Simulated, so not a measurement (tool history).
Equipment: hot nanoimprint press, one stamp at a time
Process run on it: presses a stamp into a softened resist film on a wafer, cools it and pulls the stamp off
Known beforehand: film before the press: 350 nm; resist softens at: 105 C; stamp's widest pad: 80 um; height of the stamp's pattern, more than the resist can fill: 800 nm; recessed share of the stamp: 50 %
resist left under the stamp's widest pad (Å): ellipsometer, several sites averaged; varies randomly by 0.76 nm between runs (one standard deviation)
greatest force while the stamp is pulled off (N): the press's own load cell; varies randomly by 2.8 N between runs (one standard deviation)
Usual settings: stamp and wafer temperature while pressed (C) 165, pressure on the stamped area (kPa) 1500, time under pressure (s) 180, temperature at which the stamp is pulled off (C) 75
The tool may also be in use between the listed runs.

run,hour,stamp and wafer temperature while pressed (C),pressure on the stamped area (kPa),time under pressure (s),temperature at which the stamp is pulled off (C),resist left under the stamp's widest pad (Å),greatest force while the stamp is pulled off (N)
1,0.0,165,1500,180,75,2014,146
2,18.9,165,1500,180,75,2009,147
3,35.0,165,1500,180,75,2017,148
4,48.9,165,1500,180,75,2009,156
5,59.4,165,1500,180,75,2029,155
6,77.1,165,1500,180,75,2001,161
7,91.6,165,1480,180,75,2023,160
8,112.1,165,1480,180,75,2008,157
9,127.8,164,1890,219,68,1828,191
# hour 147.0: press's hydraulic seals changed and the load cell set to zero
10,147.0,165,2080,159,69,1826,188
# hour 151.4: plate thermocouple calibrated
11,158.8,174,1240,202,76,1226,160
12,179.7,174,1240,202,76,1220,156
13,197.0,165,1420,134,75,2269,169

Predict each of these 5 candidate next runs independently; none follows another, all start after run 13:
A,207.6,158,1270,186,75,?,?
B,207.6,161,2060,134,74,?,?
C,207.6,162,1010,180,74,?,?
D,207.6,165,2090,224,83,?,?
E,207.6,165,1420,118,75,?,?

run,resist left under the stamp's widest pad (Å),greatest force while the stamp is pulled off (N)
A,2845,162
B,2466,173
C,2641,176
D,1657,130
E,2350,170
With the hidden condition removed and each run's random variation left untouched, the same runs would have given:
run,resist left under the stamp's widest pad (Å),greatest force while the stamp is pulled off (N)
A,2827,125
B,2441,134
C,2620,137
D,1633,101
E,2327,132
